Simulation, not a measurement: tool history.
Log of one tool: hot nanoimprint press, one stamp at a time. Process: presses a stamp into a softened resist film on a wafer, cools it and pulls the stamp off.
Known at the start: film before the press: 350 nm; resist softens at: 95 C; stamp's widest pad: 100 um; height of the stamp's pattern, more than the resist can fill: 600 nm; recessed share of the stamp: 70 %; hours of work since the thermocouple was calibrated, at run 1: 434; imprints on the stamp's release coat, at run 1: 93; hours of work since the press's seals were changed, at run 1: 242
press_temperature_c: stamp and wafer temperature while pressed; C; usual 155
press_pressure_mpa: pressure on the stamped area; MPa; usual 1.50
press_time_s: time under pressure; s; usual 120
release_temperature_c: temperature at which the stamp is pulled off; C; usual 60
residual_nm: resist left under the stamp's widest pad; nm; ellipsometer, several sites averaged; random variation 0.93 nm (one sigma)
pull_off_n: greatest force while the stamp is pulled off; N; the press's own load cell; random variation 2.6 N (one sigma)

run   hour  press_temperature_c  press_pressure_mpa  press_time_s  release_temperature_c  hours of work since the thermocouple was calibrated  imprints on the stamp's release coat  hours of work since the press's seals were changed  residual_nm  pull_off_n
  1    0.0                  155                1.50           120                     60                                                  434                                    93                                                 242        117.7         117
  2   37.5                  155                1.50           120                     60                                                  453                                   180                                                 262        116.6         119
  3   58.7                  155                1.50           120                     60                                                  464                                   229                                                 273        117.6         129
  4   96.1                  155                1.50           120                     60                                                  484                                   315                                                 293        115.8         121
     122.4  -- plate thermocouple calibrated
  5  137.2                  155                1.50           120                     60                                                    8                                   404                                                 313        131.3         130
  6  160.7                  155                1.50           120                     60                                                   20                                   458                                                 325        131.7         138
  7  198.9                  151                1.50           120                     60                                                   40                                   546                                                 345        167.3         137
  8  217.5                  151                1.50           120                     51                                                   50                                   589                                                 355        166.6         163
  9  249.0                  151                1.50           120                     51                                                   66                                   662                                                 371        166.9         159
 10  279.1                  151                1.50           120                     51                                                   82                                   732                                                 387        166.3         164
 11  300.3                  151                1.50           120                     51                                                   93                                   781                                                 398        167.7         166
 12  323.6                  155                1.50           120                     65                                                  106                                   835                                                 411        128.5         125
 13  350.1                  155                1.50           120                     65                                                  119                                   896                                                 424        127.3         126
 14  383.1                  155                1.50           120                     65                                                  137                                   973                                                 442        128.0         134
 15  421.2                  155                2.35            95                     60                                                  157                                  1061                                                 462        110.5         145
 16  440.5                  163                0.92            63                     60                                                  167                                  1105                                                 472        130.6         151
 17  478.2                  153                1.50           120                     60                                                  187                                  1193                                                 492        143.1         147
 18  497.9                  153                1.23           156                     60                                                  197                                  1238                                                 502        142.8         155
 19  531.7                  155                0.92           120                     46                                                  215                                  1316                                                 520        158.1         205
 20  547.5                  155                0.92           120                     46                                                  223                                  1353                                                 528        158.7         196
 21  566.9                  155                0.92           120                     46                                                  233                                  1398                                                 538        158.2         208
 22  584.0                  155                0.92           120                     46                                                  242                                  1437                                                 547        159.5         209
 23  602.1                  155                0.92           120                     46                                                  252                                  1479                                                 557        159.9         203
 24  629.6                  155                0.92           120                     46                                                  266                                  1543                                                 571        157.5         204
     649.0  -- stamp cleaned and given a new release coat
 25  670.2                  144                1.50           120                     58                                                  284                                    49                                                 589        235.3         126
 26  688.6                  155                1.50            91                     49                                                  294                                    91                                                 599        136.7         147
 27  711.5                  155                1.50            91                     49                                                  306                                   144                                                 611        135.6         150
 28  748.8                  155                1.50            91                     49                                                  325                                   231                                                 630        135.2         148

Forecast each of these 3 alternatives for the next run:
  A  769.3                  155                1.50            91                     67                                                  336                                   278                                                 641            ?           ?
  B  769.3                  151                1.50           178                     59                                                  336                                   278                                                 641            ?           ?
  C  769.3                  161                1.50           116                     59                                                  336                                   278                                                 641            ?           ?

run  residual_nm  pull_off_n
  A        135.4         106
  B        134.8         131
  C         84.7         124
Without the tool's hidden state the same runs would have given:
run  residual_nm  pull_off_n
  A        145.1         104
  B        145.1         127
  C         90.7         120

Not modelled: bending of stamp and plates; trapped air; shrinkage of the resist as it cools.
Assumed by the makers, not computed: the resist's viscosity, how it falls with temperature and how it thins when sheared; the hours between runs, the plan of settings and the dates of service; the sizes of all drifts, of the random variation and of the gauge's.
